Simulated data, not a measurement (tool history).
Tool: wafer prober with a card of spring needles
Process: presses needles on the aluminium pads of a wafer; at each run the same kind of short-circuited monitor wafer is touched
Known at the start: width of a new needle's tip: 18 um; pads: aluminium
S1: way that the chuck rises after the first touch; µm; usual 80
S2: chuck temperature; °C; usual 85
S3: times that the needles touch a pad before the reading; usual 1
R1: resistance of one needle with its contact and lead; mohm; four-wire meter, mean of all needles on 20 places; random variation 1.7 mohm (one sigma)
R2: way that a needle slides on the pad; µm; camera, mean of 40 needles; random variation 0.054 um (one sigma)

run,hour,S1,S2,S3,R1,R2
1,0,80,85,1,183,17.84
# hour 4.1: tips cleaned on abrasive film
2,9.9,68,85,1,213,15.08
# hour 11.4: tips cleaned on abrasive film
3,17.8,72,85,1,193,16.03
# hour 19.1: tips cleaned on abrasive film
4,25.6,72,85,1,195,15.86
# hour 26.6: tips cleaned on abrasive film
5,32.1,72,85,1,193,15.97
# hour 34.5: tips cleaned on abrasive film
6,36.6,72,85,1,181,15.99
# hour 38.5: tips cleaned on abrasive film, once more
# hour 46.5: tips cleaned on abrasive film
7,47.1,80,85,1,173,17.72
8,52.7,80,85,1,185,17.67
# hour 54.3: tips cleaned on abrasive film
# hour 61.8: tips cleaned on abrasive film
9,62.7,96,32,2,158,21.28
# hour 69.5: tips cleaned on abrasive film
10,69.8,91,26,2,156,20.04
# hour 77: tips cleaned on abrasive film
11,77.5,78,75,1,169,17.26
12,83,94,85,2,177,20.76
# hour 85: tips cleaned on abrasive film
13,89.5,70,76,1,187,15.34
# hour 92.9: tips cleaned on abrasive film
14,99.7,70,76,1,195,15.38
# hour 100.3: tips cleaned on abrasive film
15,104,61,26,2,176,13.27
# hour 107.9: tips cleaned on abrasive film
16,114.1,80,85,1,189,17.61

4 ways to go on from here, each from the tool as it stands after run 16. What would each give?
# hour 115.8: tips cleaned on abrasive film
A,121.2,82,85,1,?,?
# hour 115.8: tips cleaned on abrasive film
B,121.2,75,115,1,?,?
# hour 115.8: tips cleaned on abrasive film
C,121.2,92,25,2,?,?
# hour 115.8: tips cleaned on abrasive film
D,121.2,80,37,2,?,?

run,R1,R2
A,185,18.02
B,194,16.5
C,162,20.26
D,171,17.57
Without the tool's hidden state the same runs would have given:
run,R1,R2
A,166,18.29
B,173,16.77
C,152,20.53
D,158,17.84
